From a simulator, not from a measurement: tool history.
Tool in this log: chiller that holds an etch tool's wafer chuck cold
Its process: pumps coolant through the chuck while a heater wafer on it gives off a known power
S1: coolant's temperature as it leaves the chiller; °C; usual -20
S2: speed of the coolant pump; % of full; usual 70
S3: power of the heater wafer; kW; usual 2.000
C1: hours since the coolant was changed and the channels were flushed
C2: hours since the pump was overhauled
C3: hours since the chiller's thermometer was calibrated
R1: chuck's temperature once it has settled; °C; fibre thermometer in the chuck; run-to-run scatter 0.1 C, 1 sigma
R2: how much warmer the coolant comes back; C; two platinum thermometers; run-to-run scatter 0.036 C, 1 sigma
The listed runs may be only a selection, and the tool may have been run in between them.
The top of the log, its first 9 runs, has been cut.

| run | hour | S1 | S2 | S3 | C1 | C2 | C3 | R1 | R2 |
|---|---|---|---|---|---|---|---|---|---|
| 10 | 512.7 | -20 | 70 | 2.000 | 2003 | 2226 | 4266 | -6.1 | 6.39 |
| 11 | 609.4 | -20 | 70 | 2.000 | 2100 | 2323 | 4362 | -6.1 | 6.47 |
| 12 | 663.8 | -20 | 70 | 2.000 | 2155 | 2377 | 4417 | -6.0 | 6.51 |
| 13 | 714.1 | -20 | 70 | 2.000 | 2205 | 2427 | 4467 | -6.1 | 6.48 |
| 14 | 757.1 | -20 | 78 | 2.000 | 2248 | 2470 | 4510 | -7.0 | 5.89 |
| 15 | 802.2 | -20 | 70 | 2.000 | 2293 | 2515 | 4555 | -6.1 | 6.46 |
| 16 | 863.5 | -20 | 70 | 2.000 | 2354 | 2577 | 4616 | -6.2 | 6.53 |
| 17 | 930.4 | -20 | 62 | 2.876 | 2421 | 2644 | 4683 | 1.7 | 10.56 |
| 18 | 976.8 | -29 | 66 | 1.073 | 2468 | 2690 | 4730 | -21.2 | 3.79 |
| 19 | 1029.3 | -23 | 65 | 1.073 | 2520 | 2742 | 4782 | -15.2 | 3.88 |
| 20 | 1117.9 | -24 | 65 | 2.000 | 2609 | 2831 | 4871 | -9.4 | 7.02 |
| 21 | 1176.9 | -23 | 70 | 1.687 | 2668 | 2890 | 4930 | -11.2 | 5.53 |
| 22 | 1245.2 | -25 | 70 | 1.978 | 2736 | 2958 | 4998 | -11.1 | 6.53 |
|  | 1262.0 | chiller's thermometer calibrated |
| 23 | 1307.6 | -15 | 81 | 2.019 | 2797 | 3020 | 46 | -2.2 | 5.70 |
| 24 | 1379.2 | -20 | 70 | 1.673 | 2869 | 3091 | 117 | -8.4 | 5.56 |
| 25 | 1444.7 | -17 | 92 | 2.219 | 2934 | 3157 | 183 | -4.1 | 5.51 |
| 26 | 1520.8 | -20 | 62 | 1.670 | 3011 | 3233 | 259 | -7.2 | 6.18 |
| 27 | 1616.2 | -20 | 62 | 1.670 | 3106 | 3328 | 354 | -7.2 | 6.29 |
|  | 1666.4 | gauge calibrated |
| 28 | 1687.9 | -21 | 62 | 2.052 | 3178 | 3400 | 426 | -5.4 | 7.48 |
|  | 1755.7 | coolant pump overhauled |
| 29 | 1790.8 | -28 | 87 | 2.052 | 3276 | 35 | 524 | -15.6 | 5.18 |
| 30 | 1830.8 | -20 | 70 | 1.734 | 3316 | 75 | 564 | -8.1 | 5.53 |
| 31 | 1925.2 | -22 | 87 | 2.025 | 3410 | 169 | 658 | -9.9 | 5.12 |

Consider 3 possible next runs. They are alternatives, not a sequence: every one starts from the tool as it was left by run 31. What does each give?
| A | 1989.7 | -24 | 77 | 2.060 | 3474 | 234 | 723 | ? | ? |
| B | 1989.7 | -20 | 70 | 2.000 | 3474 | 234 | 723 | ? | ? |
| C | 1989.7 | -28 | 87 | 2.025 | 3474 | 234 | 723 | ? | ? |

| run | R1 | R2 |
|---|---|---|
| A | -10.6 | 5.96 |
| B | -6.1 | 6.41 |
| C | -15.9 | 5.19 |
The same runs, with their run-to-run variation unchanged, on a tool lacking any hidden condition would have given:
| run | R1 | R2 |
|---|---|---|
| A | -10.6 | 5.91 |
| B | -6.1 | 6.36 |
| C | -15.9 | 5.14 |

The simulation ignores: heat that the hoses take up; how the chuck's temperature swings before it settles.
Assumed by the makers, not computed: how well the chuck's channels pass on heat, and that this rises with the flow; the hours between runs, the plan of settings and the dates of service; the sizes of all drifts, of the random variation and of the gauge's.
